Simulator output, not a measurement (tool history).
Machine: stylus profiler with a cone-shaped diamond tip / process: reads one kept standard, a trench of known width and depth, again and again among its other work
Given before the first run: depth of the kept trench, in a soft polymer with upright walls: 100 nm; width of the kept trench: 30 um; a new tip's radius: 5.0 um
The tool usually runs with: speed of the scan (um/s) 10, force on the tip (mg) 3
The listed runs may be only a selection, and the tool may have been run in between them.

| run | day | speed of the scan (um/s) | force on the tip (mg) | depth of the trench (nm) | width of the trench's floor (um) |
|---|---|---|---|---|---|
| 1 | 0 | 10 | 3 | 100.7 | 28.03 |
| 2 | 0.746 | 3 | 3 | 100.76 | 27.99 |
| 3 | 1.483 | 10 | 4.16 | 100.94 | 27.97 |
| 4 | 2.183 | 3 | 3 | 100.77 | 28.05 |
| 5 | 2.796 | 10 | 2.97 | 100.73 | 28.01 |
| 6 | 3.738 | 9 | 3 | 100.78 | 27.97 |
| 7 | 4.662 | 9 | 3 | 100.69 | 27.99 |
| 8 | 5.517 | 2 | 3 | 100.65 | 28.06 |
| 9 | 6.254 | 4 | 3 | 100.73 | 28.05 |
| 10 | 7.05 | 4 | 3 | 100.71 | 27.99 |
| 11 | 7.775 | 12 | 8.17 | 101.41 | 28.05 |

Some steps in width of the trench's floor (um), run to run, broken into two amounts with sign: the step expected even without the hidden condition (settings, incoming material, random variation), and the rest, left for the hidden condition together with whatever gauge scatter is not in both the measured and the hidden-condition-free result:
Hidden state present: radius of the tip, um; height scale over the true one, %; drift of the gauge itself on depth_nm, %; drift of the gauge itself on floor_um, %.
Run 1 -> 2: speed of the scan (um/s) 10 -> 3. width of the trench's floor (um) -0.04: hidden state -0.01, all else -0.03.
Run 3 -> 4: speed of the scan (um/s) 10 -> 3, force on the tip (mg) 4.16 -> 3. width of the trench's floor (um) +0.08: hidden state +0, all else +0.08.
